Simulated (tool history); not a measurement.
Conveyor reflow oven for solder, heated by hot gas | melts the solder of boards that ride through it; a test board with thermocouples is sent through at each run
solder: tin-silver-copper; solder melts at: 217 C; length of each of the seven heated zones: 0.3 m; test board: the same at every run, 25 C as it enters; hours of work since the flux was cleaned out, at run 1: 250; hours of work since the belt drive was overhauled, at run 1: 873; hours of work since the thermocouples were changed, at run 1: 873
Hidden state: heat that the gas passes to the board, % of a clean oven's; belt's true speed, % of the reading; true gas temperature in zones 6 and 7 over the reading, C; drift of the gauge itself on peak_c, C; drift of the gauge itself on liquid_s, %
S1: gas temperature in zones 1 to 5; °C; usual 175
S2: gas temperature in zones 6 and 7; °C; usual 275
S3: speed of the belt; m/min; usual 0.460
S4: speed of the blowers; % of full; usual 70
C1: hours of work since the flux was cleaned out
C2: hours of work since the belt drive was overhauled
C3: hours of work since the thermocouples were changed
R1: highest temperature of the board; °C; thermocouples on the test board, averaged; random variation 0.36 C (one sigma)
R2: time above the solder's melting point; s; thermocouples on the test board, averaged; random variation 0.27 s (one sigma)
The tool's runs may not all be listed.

{"run": 1, "hour": 0.0, "S1": 175, "S2": 275, "S3": 0.46, "S4": 70, "C1": 250, "C2": 873, "C3": 873, "R1": 256.4, "R2": 61.7}
{"run": 2, "hour": 26.7, "S1": 175, "S2": 275, "S3": 0.46, "S4": 70, "C1": 263, "C2": 886, "C3": 886, "R1": 257.0, "R2": 62.6}
{"run": 3, "hour": 68.7, "S1": 175, "S2": 275, "S3": 0.382, "S4": 70, "C1": 284, "C2": 907, "C3": 907, "R1": 262.0, "R2": 81.0}
{"run": 4, "hour": 101.7, "S1": 175, "S2": 275, "S3": 0.382, "S4": 70, "C1": 300, "C2": 923, "C3": 923, "R1": 261.2, "R2": 80.7}
{"run": 5, "hour": 148.5, "S1": 175, "S2": 275, "S3": 0.382, "S4": 70, "C1": 322, "C2": 945, "C3": 945, "R1": 261.8, "R2": 80.9}
{"run": 6, "hour": 186.1, "S1": 175, "S2": 273, "S3": 0.46, "S4": 70, "C1": 341, "C2": 963, "C3": 963, "R1": 254.3, "R2": 61.2}
{"run": 7, "hour": 215.7, "S1": 175, "S2": 275, "S3": 0.46, "S4": 65, "C1": 355, "C2": 978, "C3": 978, "R1": 254.7, "R2": 60.6}
{"run": 8, "hour": 267.5, "S1": 175, "S2": 275, "S3": 0.46, "S4": 70, "C1": 380, "C2": 1003, "C3": 1003, "R1": 255.9, "R2": 62.8}
{"run": 9, "hour": 309.2, "S1": 175, "S2": 275, "S3": 0.46, "S4": 70, "C1": 400, "C2": 1023, "C3": 1023, "R1": 255.1, "R2": 61.8}
{"run": 10, "hour": 343.1, "S1": 175, "S2": 275, "S3": 0.46, "S4": 70, "C1": 417, "C2": 1040, "C3": 1040, "R1": 254.9, "R2": 62.1}
{"run": 11, "hour": 369.4, "S1": 175, "S2": 275, "S3": 0.46, "S4": 70, "C1": 429, "C2": 1052, "C3": 1052, "R1": 255.2, "R2": 61.4}
{"run": 12, "hour": 407.6, "S1": 182, "S2": 275, "S3": 0.46, "S4": 70, "C1": 448, "C2": 1071, "C3": 1071, "R1": 257.1, "R2": 65.2}
{"hour": 427.6, "done": "flux residue cleaned out of gas plates and filters"}
{"run": 13, "hour": 445.0, "S1": 182, "S2": 275, "S3": 0.46, "S4": 70, "C1": 8, "C2": 1087, "C3": 1087, "R1": 258.9, "R2": 67.3}
{"run": 14, "hour": 469.1, "S1": 182, "S2": 275, "S3": 0.477, "S4": 70, "C1": 20, "C2": 1098, "C3": 1098, "R1": 258.0, "R2": 63.8}
{"run": 15, "hour": 522.5, "S1": 182, "S2": 275, "S3": 0.477, "S4": 70, "C1": 46, "C2": 1124, "C3": 1124, "R1": 258.2, "R2": 63.4}
{"run": 16, "hour": 551.9, "S1": 182, "S2": 275, "S3": 0.477, "S4": 70, "C1": 60, "C2": 1138, "C3": 1138, "R1": 257.8, "R2": 63.6}
{"run": 17, "hour": 579.8, "S1": 182, "S2": 275, "S3": 0.477, "S4": 70, "C1": 74, "C2": 1152, "C3": 1152, "R1": 258.2, "R2": 64.2}
{"run": 18, "hour": 625.8, "S1": 168, "S2": 265, "S3": 0.46, "S4": 81, "C1": 96, "C2": 1174, "C3": 1174, "R1": 250.5, "R2": 57.5}
{"run": 19, "hour": 663.8, "S1": 168, "S2": 265, "S3": 0.445, "S4": 84, "C1": 115, "C2": 1193, "C3": 1193, "R1": 252.1, "R2": 61.0}
{"run": 20, "hour": 698.9, "S1": 168, "S2": 265, "S3": 0.445, "S4": 84, "C1": 132, "C2": 1210, "C3": 1210, "R1": 251.6, "R2": 60.6}
{"run": 21, "hour": 735.4, "S1": 168, "S2": 265, "S3": 0.445, "S4": 84, "C1": 149, "C2": 1227, "C3": 1227, "R1": 251.9, "R2": 61.1}
{"run": 22, "hour": 778.0, "S1": 175, "S2": 275, "S3": 0.46, "S4": 86, "C1": 170, "C2": 1248, "C3": 1248, "R1": 261.5, "R2": 66.8}
{"run": 23, "hour": 815.6, "S1": 175, "S2": 275, "S3": 0.46, "S4": 86, "C1": 188, "C2": 1266, "C3": 1266, "R1": 260.7, "R2": 66.5}
{"run": 24, "hour": 841.9, "S1": 175, "S2": 267, "S3": 0.507, "S4": 51, "C1": 201, "C2": 1279, "C3": 1279, "R1": 238.3, "R2": 38.7}
{"run": 25, "hour": 868.7, "S1": 175, "S2": 267, "S3": 0.507, "S4": 51, "C1": 214, "C2": 1292, "C3": 1292, "R1": 238.1, "R2": 38.9}
{"hour": 877.4, "done": "thermocouples of zones 6 and 7 changed"}
{"hour": 883.9, "done": "belt drive overhauled, speed set with a stopwatch"}
{"run": 26, "hour": 920.7, "S1": 175, "S2": 270, "S3": 0.46, "S4": 65, "C1": 236, "C2": 18, "C3": 19, "R1": 251.4, "R2": 57.2}

Run 27 comes next. What will it give?
{"run": 27, "hour": 969.0, "S1": 175, "S2": 270, "S3": 0.46, "S4": 65, "C1": 260, "C2": 41, "C3": 42, "R1": "?", "R2": "?"}

R1: 251.1 °C
R2: 57.6 s
Without the tool's hidden state the same run would have given R1 252.6 °C, R2 59.1 s.

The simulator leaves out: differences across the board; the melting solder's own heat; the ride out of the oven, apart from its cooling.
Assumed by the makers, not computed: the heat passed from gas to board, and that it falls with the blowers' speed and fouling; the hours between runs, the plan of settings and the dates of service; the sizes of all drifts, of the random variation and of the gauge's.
